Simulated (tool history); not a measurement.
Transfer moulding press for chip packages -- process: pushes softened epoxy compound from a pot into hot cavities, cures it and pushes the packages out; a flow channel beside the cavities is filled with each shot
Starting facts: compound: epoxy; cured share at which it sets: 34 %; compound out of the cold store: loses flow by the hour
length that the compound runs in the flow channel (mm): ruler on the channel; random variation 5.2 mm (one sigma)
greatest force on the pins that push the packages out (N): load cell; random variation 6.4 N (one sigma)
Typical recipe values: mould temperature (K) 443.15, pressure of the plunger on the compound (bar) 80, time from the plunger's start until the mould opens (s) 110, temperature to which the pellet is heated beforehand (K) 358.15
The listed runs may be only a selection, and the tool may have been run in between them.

run	hour	mould temperature (K)	pressure of the plunger on the compound (bar)	time from the plunger's start until the mould opens (s)	temperature to which the pellet is heated beforehand (K)	incoming compound's hours out of the cold store	length that the compound runs in the flow channel (mm)	greatest force on the pins that push the packages out (N)
1	0	443.15	80	110	358.15	19.1	922	413
2	22.4	443.15	80	110	358.15	31.6	852	455
# hour 30.8: cavities cleaned with cleaning compound and waxed
3	59.3	443.15	80	110	358.15	23.1	886	354
# hour 95.2: cavities cleaned with cleaning compound and waxed
4	95.2	443.15	80	97	358.15	26.8	865	289
# hour 104.6: mould's thermocouples calibrated
5	135.4	443.15	80	110	358.15	47.7	768	394
# hour 141.5: plunger's sealing rings changed
# hour 166: cavities cleaned with cleaning compound and waxed
6	180.3	443.15	80	99	358.15	22.1	943	377
7	228	443.15	80	99	358.15	42.3	833	509
# hour 232.4: cavities cleaned with cleaning compound and waxed
8	269.9	443.15	80	142	358.15	45	812	349
# hour 300.3: cavities cleaned with cleaning compound and waxed
9	322.2	443.15	84	110	358.15	38.5	860	345
# hour 364.7: cavities cleaned with cleaning compound and waxed
10	376.9	441.15	80	110	358.15	33.9	871	324
11	424.4	443.15	80	120	358.15	20.5	920	411
# hour 429.6: cavities cleaned with cleaning compound and waxed
12	454.7	443.15	82.8	110	358.15	21	922	363
13	487.2	443.15	82.8	110	358.15	38.5	834	458
# hour 494.9: cavities cleaned with cleaning compound and waxed
14	528.4	443.15	82.8	110	358.15	37.2	837	382
# hour 560: cavities cleaned with cleaning compound and waxed
15	575.6	443.15	65.2	110	358.15	33.4	758	316
# hour 596.1: mould's thermocouples calibrated
# hour 628.3: cavities cleaned with cleaning compound and waxed
16	628.3	448.15	70	109	350.15	27.9	785	224
# hour 642.7: plunger's sealing rings changed
17	658.2	445.15	81.8	139	368.15	19.2	974	337
18	681.9	445.15	81.8	139	368.15	19.3	969	387
# hour 695.1: cavities cleaned with cleaning compound and waxed
19	720.3	445.15	81.8	139	368.15	38.9	856	326
# hour 762.6: cavities cleaned with cleaning compound and waxed
20	772.8	443.15	99.6	114	356.15	10.2	1125	302
21	798.9	443.15	74.1	110	353.15	11.9	953	414
# hour 827.3: cavities cleaned with cleaning compound and waxed
22	852.6	443.15	74.1	125	366.15	19.4	909	334
23	878.8	443.15	77.3	125	366.15	25.6	890	403
# hour 894.6: cavities cleaned with cleaning compound and waxed
24	915.3	443.15	80	114	353.15	11.2	979	340
25	938.4	448.15	83.4	114	353.15	10.5	988	373
# hour 959.5: cavities cleaned with cleaning compound and waxed
26	985.9	448.15	83.4	114	353.15	23.1	908	343

What if the next run were any one of these 5? Each begins from the tool's condition after run 26:
# hour 1026.5: cavities cleaned with cleaning compound and waxed
A	1041.4	448.15	65.7	114	355.15	38.1	?	?
# hour 1026.5: cavities cleaned with cleaning compound and waxed
B	1041.4	449.15	89.1	114	352.15	17.8	?	?
# hour 1026.5: cavities cleaned with cleaning compound and waxed
C	1041.4	448.15	67.9	110	353.15	20.6	?	?
# hour 1026.5: cavities cleaned with cleaning compound and waxed
D	1041.4	440.15	94.3	114	353.15	18.2	?	?
# hour 1026.5: cavities cleaned with cleaning compound and waxed
E	1041.4	447.15	83.4	137	364.15	15.3	?	?

run	length that the compound runs in the flow channel (mm)	greatest force on the pins that push the packages out (N)
A	722	297
B	956	292
C	821	305
D	1003	350
E	942	295
Without the tool's hidden state the same runs would have given:
run	length that the compound runs in the flow channel (mm)	greatest force on the pins that push the packages out (N)
A	770	228
B	1020	225
C	876	237
D	1070	276
E	1004	227

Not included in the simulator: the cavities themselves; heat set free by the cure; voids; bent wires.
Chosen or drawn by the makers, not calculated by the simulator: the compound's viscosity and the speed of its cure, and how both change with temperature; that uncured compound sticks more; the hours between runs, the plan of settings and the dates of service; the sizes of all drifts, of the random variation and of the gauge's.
